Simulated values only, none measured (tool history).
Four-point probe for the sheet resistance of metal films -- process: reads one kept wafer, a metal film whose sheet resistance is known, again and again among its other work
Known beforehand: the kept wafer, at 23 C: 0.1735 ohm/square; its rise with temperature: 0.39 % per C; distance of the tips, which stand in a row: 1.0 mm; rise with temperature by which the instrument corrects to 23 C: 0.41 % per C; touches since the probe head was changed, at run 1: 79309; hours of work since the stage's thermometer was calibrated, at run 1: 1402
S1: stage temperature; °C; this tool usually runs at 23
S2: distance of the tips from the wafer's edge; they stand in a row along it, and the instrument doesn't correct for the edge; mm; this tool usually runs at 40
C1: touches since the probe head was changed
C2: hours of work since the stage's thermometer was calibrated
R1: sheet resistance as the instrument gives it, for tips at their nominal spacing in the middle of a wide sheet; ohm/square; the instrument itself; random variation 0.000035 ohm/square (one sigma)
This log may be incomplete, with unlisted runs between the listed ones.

run,hour,S1,S2,C1,C2,R1
1,0.0,23,40,79309,1402,0.172147
2,26.8,23,40,80269,1422,0.172094
3,68.9,23,40,81773,1453,0.172069
4,106.8,23,40,83129,1481,0.172116
5,127.6,23,40,83875,1497,0.172127
6,148.9,23,40,84638,1513,0.172058
7,176.0,23,40,85606,1533,0.172076
8,216.8,23,40,87065,1563,0.172000
9,241.5,23,40,87947,1582,0.172012
10,266.7,23,40,88850,1600,0.172027
11,291.9,23,40,89753,1619,0.171994
12,313.5,23,40,90523,1635,0.171991
13,360.3,20,40,92200,1670,0.172088
14,399.4,20,40,93598,1699,0.172009
15,445.0,20,4,95230,1733,0.177564
16,477.1,20,4,96378,1757,0.177545
17,498.9,23,4,97158,1773,0.177420
18,540.3,23,4,98638,1804,0.177417
19,567.4,23,33,99607,1824,0.171884
20,590.3,23,33,100428,1841,0.171873
21,615.1,19,21,101314,1859,0.172149
22,644.0,25,9,102349,1881,0.172798
23,691.2,19,40,104035,1916,0.171974
24,733.1,19,4,105535,1947,0.177525
25,782.4,19,4,107301,1984,0.177481
26,831.7,32,7,109065,2020,0.173213
27,859.2,33,4,110048,2041,0.176903
28,883.2,33,4,110905,2059,0.176859
29,929.7,21,21,112571,2093,0.171947
30,955.6,27,5,113496,2112,0.175042
31,980.4,27,5,114382,2131,0.175090
32,1014.5,18,15,115601,2156,0.172210
33,1044.8,30,6,116688,2179,0.173881
34,1080.9,30,6,117978,2206,0.173793
35,1108.4,20,29,118961,2226,0.171758
36,1137.9,23,28,120016,2248,0.171656
37,1170.4,35,12,121180,2272,0.171696
38,1209.0,35,12,122562,2301,0.171742

A few steps of R1 between consecutive runs. Split each: what settings, incoming material and random variation would produce without the hidden state, and what is left over for the hidden state, along with gauge scatter present in only one of the two compared results (measured, and without hidden state):
Hidden state present: inner tips' distance over the nominal, %; tips' flats over new ones', %; wafer's true temperature over the reading, C; drift of the gauge itself on sheet_ohm, %.
Run 14 -> 15: S2 40 -> 4. R1 +0.005555 ohm/square: hidden state -0.000074, all else +0.005629.
Run 18 -> 19: S2 4 -> 33. R1 -0.005533 ohm/square: hidden state +0.000035, all else -0.005568.
Run 23 -> 24: S2 40 -> 4. R1 +0.005551 ohm/square: hidden state -0.000076, all else +0.005627.
Run 26 -> 27: S1 32 -> 33, S2 7 -> 4. R1 +0.003690 ohm/square: hidden state -0.000050, all else +0.003740.
